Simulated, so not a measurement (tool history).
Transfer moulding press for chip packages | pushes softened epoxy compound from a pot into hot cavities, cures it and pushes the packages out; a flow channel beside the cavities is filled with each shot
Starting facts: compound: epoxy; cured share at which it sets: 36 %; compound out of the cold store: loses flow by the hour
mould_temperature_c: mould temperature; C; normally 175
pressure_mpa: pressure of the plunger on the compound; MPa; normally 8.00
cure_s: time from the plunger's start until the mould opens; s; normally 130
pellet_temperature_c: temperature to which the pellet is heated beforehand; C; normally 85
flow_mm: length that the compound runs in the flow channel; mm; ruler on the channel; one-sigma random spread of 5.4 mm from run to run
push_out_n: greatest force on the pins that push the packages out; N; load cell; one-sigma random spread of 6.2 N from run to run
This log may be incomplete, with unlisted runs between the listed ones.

run,hour,mould_temperature_c,pressure_mpa,cure_s,pellet_temperature_c,incoming compound's hours out of the cold store,flow_mm,push_out_n
1,0.0,175,8.00,130,85,14.8,596,287
# hour 42.2: cavities cleaned with cleaning compound and waxed
2,50.3,175,8.00,130,85,15.8,587,261
3,90.4,175,8.00,130,93,15.2,579,311
# hour 108.3: cavities cleaned with cleaning compound and waxed
4,161.8,175,8.00,130,93,12.0,589,321
# hour 176.6: cavities cleaned with cleaning compound and waxed
# hour 243.0: cavities cleaned with cleaning compound and waxed
5,245.9,175,8.74,130,85,39.2,540,251
# hour 251.4: mould's thermocouples calibrated
# hour 311.7: cavities cleaned with cleaning compound and waxed
6,311.7,175,8.74,130,85,21.9,569,236
7,357.3,173,8.00,130,85,20.3,562,320
# hour 380.9: cavities cleaned with cleaning compound and waxed
8,425.5,173,8.00,130,85,42.7,505,310
# hour 445.7: cavities cleaned with cleaning compound and waxed
9,460.9,173,8.00,130,85,8.3,588,299
10,505.2,173,8.00,130,85,30.4,521,328
# hour 511.2: cavities cleaned with cleaning compound and waxed
# hour 578.9: cavities cleaned with cleaning compound and waxed
11,587.4,173,8.00,130,85,42.5,497,275
# hour 645.6: cavities cleaned with cleaning compound and waxed
12,662.1,173,8.00,130,85,35.4,515,281
# hour 713.4: cavities cleaned with cleaning compound and waxed
# hour 720.0: plunger's sealing rings changed
13,720.0,173,8.00,130,85,47.0,515,266
14,753.8,175,8.00,130,85,23.1,568,288
# hour 780.1: cavities cleaned with cleaning compound and waxed
15,827.0,175,8.00,130,85,47.7,498,267
# hour 847.0: cavities cleaned with cleaning compound and waxed
16,883.5,175,8.00,113,85,24.1,553,371
# hour 914.4: cavities cleaned with cleaning compound and waxed
17,948.4,183,8.00,130,88,37.5,500,233
# hour 982.8: cavities cleaned with cleaning compound and waxed
18,1016.1,169,7.91,130,85,34.7,523,384
# hour 1051.0: cavities cleaned with cleaning compound and waxed
19,1101.0,169,7.91,130,85,16.5,566,446
# hour 1116.6: cavities cleaned with cleaning compound and waxed
20,1163.8,169,7.91,130,85,40.1,517,401
# hour 1182.5: cavities cleaned with cleaning compound and waxed
21,1231.6,169,7.91,130,85,37.5,515,411
# hour 1249.7: cavities cleaned with cleaning compound and waxed
22,1292.8,169,7.91,130,85,46.8,495,382
# hour 1315.6: cavities cleaned with cleaning compound and waxed
23,1358.7,168,8.36,167,78,32.1,535,299

For run 24, what comes out?
# hour 1380.3: cavities cleaned with cleaning compound and waxed
24,1438.6,177,8.00,130,76,15.2,?,?

flow_mm: 545 mm
push_out_n: 292 N
Were there no unlogged condition in the tool, this run, its random variation unchanged, would have produced flow_mm 582 mm, push_out_n 220 N.
